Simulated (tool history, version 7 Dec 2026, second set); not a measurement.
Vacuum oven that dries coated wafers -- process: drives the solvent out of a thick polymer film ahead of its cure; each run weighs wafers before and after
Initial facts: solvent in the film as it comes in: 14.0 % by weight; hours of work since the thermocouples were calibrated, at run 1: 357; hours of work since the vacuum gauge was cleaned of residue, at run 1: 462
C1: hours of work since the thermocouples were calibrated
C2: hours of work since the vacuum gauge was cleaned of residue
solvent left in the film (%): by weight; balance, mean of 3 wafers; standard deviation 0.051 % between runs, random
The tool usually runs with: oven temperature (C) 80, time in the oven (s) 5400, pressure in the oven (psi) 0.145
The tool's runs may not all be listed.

Run 1, hour 0.0: usual settings; C1 357; C2 462. Result: solvent left in the film (%) 1.45.
Run 2, hour 88.7: usual settings but oven temperature (C) 84; C1 401; C2 506. Result: solvent left in the film (%) 0.80.
Run 3, hour 151.2: usual settings but oven temperature (C) 84; C1 432; C2 537. Result: solvent left in the film (%) 0.92.
Run 4, hour 251.1: usual settings but oven temperature (C) 84; C1 481; C2 587. Result: solvent left in the film (%) 0.93.
Run 5, hour 301.1: usual settings but oven temperature (C) 84, time in the oven (s) 3780; C1 506; C2 612. Result: solvent left in the film (%) 1.86.
Run 6, hour 418.2: usual settings but oven temperature (C) 84, time in the oven (s) 3780; C1 564; C2 670. Result: solvent left in the film (%) 1.86.
Run 7, hour 517.2: usual settings but oven temperature (C) 84, time in the oven (s) 3960; C1 614; C2 719. Result: solvent left in the film (%) 1.77.
Run 8, hour 639.4: usual settings but oven temperature (C) 84, time in the oven (s) 3960; C1 674; C2 780. Result: solvent left in the film (%) 1.69.
Run 9, hour 709.4: usual settings but oven temperature (C) 84, time in the oven (s) 3960; C1 709; C2 815. Result: solvent left in the film (%) 1.72.
Run 10, hour 794.2: usual settings but pressure in the oven (psi) 0.305; C1 751; C2 857. Result: solvent left in the film (%) 1.74.
Run 11, hour 853.0: usual settings but time in the oven (s) 2880, pressure in the oven (psi) 0.305; C1 781; C2 886. Result: solvent left in the film (%) 3.97.
Run 12, hour 954.0: usual settings but time in the oven (s) 2880, pressure in the oven (psi) 0.305; C1 831; C2 936. Result: solvent left in the film (%) 4.00.
At hour 965.7: oven's thermocouples calibrated.
Run 13, hour 1015.2: usual settings but time in the oven (s) 2880, pressure in the oven (psi) 0.305; C1 25; C2 966. Result: solvent left in the film (%) 4.32.
Run 14, hour 1097.8: usual settings but time in the oven (s) 2880, pressure in the oven (psi) 0.305; C1 66; C2 1007. Result: solvent left in the film (%) 4.28.
Run 15, hour 1149.3: usual settings but time in the oven (s) 2880, pressure in the oven (psi) 0.305; C1 91; C2 1032. Result: solvent left in the film (%) 4.37.
Run 16, hour 1263.9: usual settings but time in the oven (s) 6480, pressure in the oven (psi) 0.305; C1 148; C2 1089. Result: solvent left in the film (%) 1.71.
Run 17, hour 1318.3: usual settings but time in the oven (s) 6480, pressure in the oven (psi) 0.305; C1 175; C2 1116. Result: solvent left in the film (%) 1.70.
Run 18, hour 1369.1: usual settings but time in the oven (s) 6480, pressure in the oven (psi) 0.305; C1 200; C2 1142. Result: solvent left in the film (%) 1.71.
Run 19, hour 1436.3: usual settings; C1 234; C2 1175. Result: solvent left in the film (%) 1.92.
At hour 1462.9: oven's thermocouples calibrated, once more.
Run 20, hour 1493.0: usual settings; C1 15; C2 1202. Result: solvent left in the film (%) 1.38.
Run 21, hour 1558.8: usual settings; C1 48; C2 1235. Result: solvent left in the film (%) 1.37.
Run 22, hour 1680.6: usual settings; C1 108; C2 1295. Result: solvent left in the film (%) 1.45.
Run 23, hour 1766.2: usual settings; C1 151; C2 1338. Result: solvent left in the film (%) 1.41.
Run 24, hour 1882.4: usual settings; C1 209; C2 1396. Result: solvent left in the film (%) 1.45.
Run 25, hour 1984.1: usual settings but oven temperature (C) 81, time in the oven (s) 6180; C1 259; C2 1446. Result: solvent left in the film (%) 0.95.
Run 26, hour 2091.8: usual settings but oven temperature (C) 71, time in the oven (s) 3960; C1 313; C2 1500. Result: solvent left in the film (%) 4.47.
Run 27, hour 2175.5: usual settings but time in the oven (s) 8100; C1 354; C2 1541. Result: solvent left in the film (%) 0.69.
Run 28, hour 2251.7: usual settings but time in the oven (s) 8100; C1 392; C2 1579. Result: solvent left in the film (%) 0.84.
Run 29, hour 2328.7: usual settings but oven temperature (C) 94, time in the oven (s) 3120, pressure in the oven (psi) 0.413; C1 430; C2 1618. Result: solvent left in the film (%) 1.37.
Run 30, hour 2438.2: usual settings but oven temperature (C) 94, time in the oven (s) 3120, pressure in the oven (psi) 0.413; C1 485; C2 1672. Result: solvent left in the film (%) 1.27.
Run 31, hour 2528.5: usual settings but oven temperature (C) 94, time in the oven (s) 3120, pressure in the oven (psi) 0.413; C1 530; C2 1717. Result: solvent left in the film (%) 1.44.
Run 32, hour 2609.4: usual settings but oven temperature (C) 94, time in the oven (s) 7020, pressure in the oven (psi) 0.152; C1 570; C2 1757. Result: solvent left in the film (%) 0.32.
Run 33, hour 2686.1: usual settings but oven temperature (C) 87, time in the oven (s) 5700; C1 608; C2 1795. Result: solvent left in the film (%) 0.65.
Run 34, hour 2740.6: usual settings but oven temperature (C) 87, time in the oven (s) 5340, pressure in the oven (psi) 0.439; C1 635; C2 1822. Result: solvent left in the film (%) 1.19.
Run 35, hour 2808.5: usual settings but oven temperature (C) 91, time in the oven (s) 5340, pressure in the oven (psi) 0.139; C1 669; C2 1856. Result: solvent left in the film (%) 0.55.
Run 36, hour 2869.6: usual settings but pressure in the oven (psi) 0.529; C1 699; C2 1886. Result: solvent left in the film (%) 2.27.
Run 37, hour 2934.7: usual settings but pressure in the oven (psi) 0.244; C1 731; C2 1919. Result: solvent left in the film (%) 1.81.
Run 38, hour 3011.6: usual settings but oven temperature (C) 78, pressure in the oven (psi) 0.135; C1 770; C2 1957. Result: solvent left in the film (%) 1.96.
Run 39, hour 3082.6: usual settings but oven temperature (C) 88, time in the oven (s) 2880, pressure in the oven (psi) 0.106; C1 805; C2 1992. Result: solvent left in the film (%) 2.32.
Run 40, hour 3141.2: usual settings but oven temperature (C) 88, time in the oven (s) 2880, pressure in the oven (psi) 0.106; C1 834; C2 2021. Result: solvent left in the film (%) 2.17.
Run 41, hour 3244.5: usual settings but oven temperature (C) 88, time in the oven (s) 2880, pressure in the oven (psi) 0.106; C1 885; C2 2073. Result: solvent left in the film (%) 2.24.
Run 42, hour 3325.3: usual settings but oven temperature (C) 88, time in the oven (s) 2880, pressure in the oven (psi) 0.206; C1 926; C2 2113. Result: solvent left in the film (%) 2.33.
Run 43, hour 3447.1: usual settings but oven temperature (C) 78, time in the oven (s) 2880, pressure in the oven (psi) 0.206; C1 986; C2 2173. Result: solvent left in the film (%) 4.58.
Run 44, hour 3551.4: usual settings but oven temperature (C) 78, time in the oven (s) 5820, pressure in the oven (psi) 0.309; C1 1038; C2 2225. Result: solvent left in the film (%) 2.17.
Run 45, hour 3659.5: usual settings but oven temperature (C) 78, time in the oven (s) 5820, pressure in the oven (psi) 0.309; C1 1092; C2 2279. Result: solvent left in the film (%) 2.08.
Run 46, hour 3777.2: usual settings but oven temperature (C) 68, time in the oven (s) 9240, pressure in the oven (psi) 0.097; C1 1150; C2 2337. Result: solvent left in the film (%) 2.31.

Each row is a separate what-if for the run after 46, all from the same tool condition, not one after another. Results?
At hour 3800.4: vacuum gauge cleaned of residue and calibrated.
At hour 3840.2: oven's thermocouples calibrated.
Run A, hour 3854.0: usual settings but oven temperature (C) 75; C1 7; C2 26. Result: solvent left in the film (%) ?.
At hour 3800.4: vacuum gauge cleaned of residue and calibrated.
At hour 3840.2: oven's thermocouples calibrated.
Run B, hour 3854.0: usual settings but oven temperature (C) 66, time in the oven (s) 9240, pressure in the oven (psi) 0.500; C1 7; C2 26. Result: solvent left in the film (%) ?.
At hour 3800.4: vacuum gauge cleaned of residue and calibrated.
At hour 3840.2: oven's thermocouples calibrated.
Run C, hour 3854.0: usual settings but time in the oven (s) 7980, pressure in the oven (psi) 0.152; C1 7; C2 26. Result: solvent left in the film (%) ?.

run  solvent left in the film (%)
  A                          2.03
  B                          3.01
  C                          0.61
Without the tool's hidden state the same runs would have given:
run  solvent left in the film (%)
  A                          1.97
  B                          2.94
  C                          0.58

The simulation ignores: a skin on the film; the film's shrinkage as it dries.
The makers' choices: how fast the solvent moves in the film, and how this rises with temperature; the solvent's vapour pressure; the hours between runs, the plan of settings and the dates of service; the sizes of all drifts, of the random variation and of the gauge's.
